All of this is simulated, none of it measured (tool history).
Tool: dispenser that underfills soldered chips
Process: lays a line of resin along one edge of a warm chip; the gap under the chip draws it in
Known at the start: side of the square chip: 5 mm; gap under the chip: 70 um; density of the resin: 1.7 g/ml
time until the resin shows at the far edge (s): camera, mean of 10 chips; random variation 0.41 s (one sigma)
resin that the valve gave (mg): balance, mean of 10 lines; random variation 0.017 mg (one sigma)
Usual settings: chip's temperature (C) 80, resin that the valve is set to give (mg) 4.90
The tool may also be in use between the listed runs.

run,hour,chip's temperature (C),resin that the valve is set to give (mg),time until the resin shows at the far edge (s),resin that the valve gave (mg)
1,0.0,80,4.90,42.3,4.86
2,6.3,80,4.85,56.3,4.78
# hour 11.1: new syringe of resin
3,14.8,80,4.85,34.3,4.76
4,22.6,80,4.63,51.1,4.54
# hour 29.1: new syringe of resin
5,31.6,80,4.90,32.6,4.77
6,41.2,80,4.90,51.2,4.75
# hour 46.9: new syringe of resin
7,49.0,80,4.90,33.1,4.74
8,58.8,80,4.90,53.0,4.71
# hour 64.8: new syringe of resin
9,65.1,81,4.90,28.4,4.69
10,70.8,77,4.75,44.8,4.53
11,78.2,71,5.42,87.5,5.16
# hour 83.4: new syringe of resin
12,89.0,67,5.76,71.9,5.42
13,97.3,67,5.76,106.8,5.40
# hour 101.2: new syringe of resin
14,104.3,72,5.00,50.2,4.69
15,110.9,86,5.07,36.4,4.71

4 ways to go on from here, each from the tool as it stands after run 15. What would each give?
# hour 113.8: dispensing valve cleaned and set on the balance
A,117.1,75,5.05,?,?
# hour 113.8: dispensing valve cleaned and set on the balance
B,117.1,67,6.33,?,?
# hour 113.8: dispensing valve cleaned and set on the balance
C,117.1,77,4.58,?,?
# hour 113.8: dispensing valve cleaned and set on the balance
D,117.1,79,5.07,?,?

run,time until the resin shows at the far edge (s),resin that the valve gave (mg)
A,75.8,5.04
B,110.6,6.32
C,70.2,4.59
D,63.1,5.09
Without the tool's hidden state the same runs would have given:
run,time until the resin shows at the far edge (s),resin that the valve gave (mg)
A,34.0,5.04
B,49.6,6.32
C,31.6,4.59
D,28.4,5.08

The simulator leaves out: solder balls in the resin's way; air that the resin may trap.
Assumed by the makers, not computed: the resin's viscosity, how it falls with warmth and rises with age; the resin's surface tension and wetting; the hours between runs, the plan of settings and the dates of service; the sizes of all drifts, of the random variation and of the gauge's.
